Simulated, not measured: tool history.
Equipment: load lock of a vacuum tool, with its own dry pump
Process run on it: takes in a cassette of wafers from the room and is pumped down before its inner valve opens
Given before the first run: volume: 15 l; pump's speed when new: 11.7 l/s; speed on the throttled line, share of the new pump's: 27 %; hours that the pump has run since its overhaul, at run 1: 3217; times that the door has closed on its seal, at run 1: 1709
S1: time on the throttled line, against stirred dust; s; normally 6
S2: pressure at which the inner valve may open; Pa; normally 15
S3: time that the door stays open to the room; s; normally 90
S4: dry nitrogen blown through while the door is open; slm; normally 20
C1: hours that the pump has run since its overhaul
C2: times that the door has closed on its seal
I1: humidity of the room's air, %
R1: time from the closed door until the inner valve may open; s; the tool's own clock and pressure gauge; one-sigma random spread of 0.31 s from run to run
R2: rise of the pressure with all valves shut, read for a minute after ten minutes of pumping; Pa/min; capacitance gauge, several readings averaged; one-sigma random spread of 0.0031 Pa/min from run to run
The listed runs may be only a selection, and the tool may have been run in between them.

Run 1, hour 0: usual settings; C1 3217; C2 1709; I1 44. Result: R1 16.2 s, R2 0.069 Pa/min.
Run 2, hour 107.5: usual settings; C1 3325; C2 1999; I1 49.4. Result: R1 16.1 s, R2 0.083 Pa/min.
Run 3, hour 276: usual settings; C1 3493; C2 2455; I1 45.6. Result: R1 16.2 s, R2 0.072 Pa/min.
Run 4, hour 454.9: usual settings; C1 3672; C2 2938; I1 47.7. Result: R1 16.1 s, R2 0.077 Pa/min.
Run 5, hour 581.5: usual settings; C1 3799; C2 3280; I1 43.7. Result: R1 16.3 s, R2 0.074 Pa/min.
Run 6, hour 685.7: usual settings; C1 3903; C2 3562; I1 44.1. Result: R1 15.7 s, R2 0.076 Pa/min.
Run 7, hour 836.5: usual settings; C1 4054; C2 3969; I1 41.6. Result: R1 16.2 s, R2 0.077 Pa/min.
Run 8, hour 940.3: usual settings; C1 4158; C2 4250; I1 45.6. Result: R1 16.1 s, R2 0.078 Pa/min.
Run 9, hour 1179.6: usual settings; C1 4397; C2 4896; I1 44.1. Result: R1 16.4 s, R2 0.085 Pa/min.
Run 10, hour 1290: usual settings; C1 4507; C2 5195; I1 46.5. Result: R1 15.7 s, R2 0.077 Pa/min.
Run 11, hour 1519.2: usual settings but S2 20 Pa; C1 4736; C2 5814; I1 44.3. Result: R1 15.8 s, R2 0.075 Pa/min.
Run 12, hour 1743.1: usual settings but S2 20 Pa; C1 4960; C2 6419; I1 44.5. Result: R1 15.5 s, R2 0.082 Pa/min.
Run 13, hour 1934: usual settings but S2 20 Pa; C1 5151; C2 6935; I1 43.3. Result: R1 16.2 s, R2 0.082 Pa/min.
Run 14, hour 2104.5: usual settings but S2 20 Pa; C1 5322; C2 7395; I1 47.2. Result: R1 16.3 s, R2 0.087 Pa/min.
Run 15, hour 2239: usual settings; C1 5456; C2 7759; I1 44.5. Result: R1 16.8 s, R2 0.082 Pa/min.
Run 16, hour 2397.4: usual settings but S3 45 s, S4 32 slm; C1 5615; C2 8187; I1 50.1. Result: R1 17.1 s, R2 0.062 Pa/min.
Run 17, hour 2569.7: usual settings but S3 45 s, S4 32 slm; C1 5787; C2 8652; I1 47.2. Result: R1 16.5 s, R2 0.058 Pa/min.
Run 18, hour 2706.1: usual settings but S3 45 s, S4 32 slm; C1 5923; C2 9021; I1 44.3. Result: R1 16.7 s, R2 0.052 Pa/min.
Run 19, hour 2809.5: usual settings but S2 19 Pa, S3 45 s, S4 23 slm; C1 6027; C2 9300; I1 45.8. Result: R1 16.5 s, R2 0.064 Pa/min.
Run 20, hour 2940.6: usual settings but S2 19 Pa, S3 45 s, S4 10 slm; C1 6158; C2 9655; I1 43.2. Result: R1 16.7 s, R2 0.077 Pa/min.
Run 21, hour 3125.7: usual settings but S2 12 Pa, S3 44 s, S4 10 slm; C1 6343; C2 10155; I1 46.9. Result: R1 17.3 s, R2 0.077 Pa/min.
Run 22, hour 3266.3: usual settings but S1 3 s, S2 27 Pa, S3 44 s, S4 10 slm; C1 6483; C2 10534; I1 43.9. Result: R1 13.7 s, R2 0.077 Pa/min.
Run 23, hour 3497.7: usual settings but S1 10 s, S2 11 Pa; C1 6715; C2 11160; I1 47.3. Result: R1 20.4 s, R2 0.1 Pa/min.
Run 24, hour 3735.7: usual settings but S1 10 s, S2 10 Pa, S3 70 s, S4 5 slm; C1 6953; C2 11803; I1 43.1. Result: R1 20.2 s, R2 0.108 Pa/min.
Run 25, hour 3885.9: usual settings but S2 27 Pa, S4 5 slm; C1 7103; C2 12208; I1 43.5. Result: R1 16.4 s, R2 0.127 Pa/min.
Run 26, hour 3997.1: usual settings but S2 26 Pa, S3 132 s, S4 27 slm; C1 7214; C2 12509; I1 45. Result: R1 16.7 s, R2 0.108 Pa/min.
Run 27, hour 4198.3: usual settings but S2 24 Pa, S4 45 slm; C1 7416; C2 13053; I1 44.5. Result: R1 15.8 s, R2 0.068 Pa/min.
Run 28, hour 4414.8: usual settings but S2 24 Pa, S4 45 slm; C1 7632; C2 13638; I1 43. Result: R1 16 s, R2 0.08 Pa/min.
Run 29, hour 4625.7: usual settings but S1 10 s, S2 24 Pa, S3 64 s, S4 45 slm; C1 7843; C2 14208; I1 48.3. Result: R1 19.1 s, R2 0.076 Pa/min.

Some steps in R1, run to run, broken into two amounts with sign: the step expected even without the hidden condition (settings, incoming material, random variation), and the rest, left for the hidden condition together with whatever gauge scatter is not in both the measured and the hidden-condition-free result:
Hidden state at play: pump's speed, % of a new pump's; leak at the door's seal, Pa l/s; drift of the gauge itself on ready_s, %; drift of the gauge itself on rise_pa_min, %.
Run 5 -> 6: settings left as they were, no log entry in between. R1 -0.6 s: hidden state +0.1, all else -0.7.
Run 14 -> 15: S2 20 -> 15. R1 +0.5 s: hidden state +0.2, all else +0.3.
Run 22 -> 23: S1 3 -> 10, S2 27 -> 11, S3 44 -> 90, S4 10 -> 20. R1 +6.7 s: hidden state +0, all else +6.7.
Run 24 -> 25: S1 10 -> 6, S2 10 -> 27, S3 70 -> 90. R1 -3.8 s: hidden state +0, all else -3.8.
